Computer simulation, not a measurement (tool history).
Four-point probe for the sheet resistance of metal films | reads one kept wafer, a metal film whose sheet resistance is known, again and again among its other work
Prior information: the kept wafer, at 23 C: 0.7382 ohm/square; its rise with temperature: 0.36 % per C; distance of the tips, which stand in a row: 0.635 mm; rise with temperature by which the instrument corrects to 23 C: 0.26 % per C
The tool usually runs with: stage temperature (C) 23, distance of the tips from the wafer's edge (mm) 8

run	hour	stage temperature (C)	distance of the tips from the wafer's edge (mm)	sheet resistance as the instrument gives it (ohm/square)
1	0.0	23	8	0.740693
2	53.3	23	8	0.740621
3	138.2	23	6	0.742722
# hour 151.3: stage's thermometer calibrated
4	230.2	23	6	0.742841
5	314.3	23	8	0.740795
6	403.3	23	8	0.740495
7	459.8	23	9	0.739926
8	534.0	30	9	0.745573
9	626.9	23	49	0.737849
10	694.4	23	49	0.738304
11	745.7	30	8	0.746346
12	806.2	29	8	0.745434
13	916.6	23	8	0.740735
14	990.6	23	8	0.740711
15	1077.6	23	8	0.740743
16	1155.1	23	8	0.740677
17	1237.0	23	45	0.738191
18	1318.2	23	45	0.738319
19	1364.3	23	45	0.738409
20	1439.3	24	8	0.741357
21	1541.2	23	21	0.738535
22	1638.0	22	50	0.737416
23	1702.6	27	8	0.744105
24	1809.4	27	8	0.743892
25	1866.6	30	4	0.753742
26	1922.4	30	4	0.753634
27	2005.9	19	3	0.752359
28	2114.2	28	47	0.742340
29	2222.2	27	6	0.745760
30	2316.6	27	6	0.745836
31	2380.0	29	19	0.743330
32	2479.9	23	21	0.738587
33	2535.0	23	21	0.738460
34	2588.3	28	7	0.745817
35	2695.2	33	70	0.745661
36	2782.9	33	70	0.745919
37	2827.8	33	70	0.745951
38	2881.4	24	5	0.745586
39	2956.9	24	5	0.745401

Predict the results of run 40:
40	3065.3	24	5	?

{"run 40": {"sheet resistance as the instrument gives it (ohm/square)": 0.745504}}
If the tool had no hidden condition, the same run with the same run-to-run variation would have returned sheet resistance as the instrument gives it (ohm/square) 0.745572.
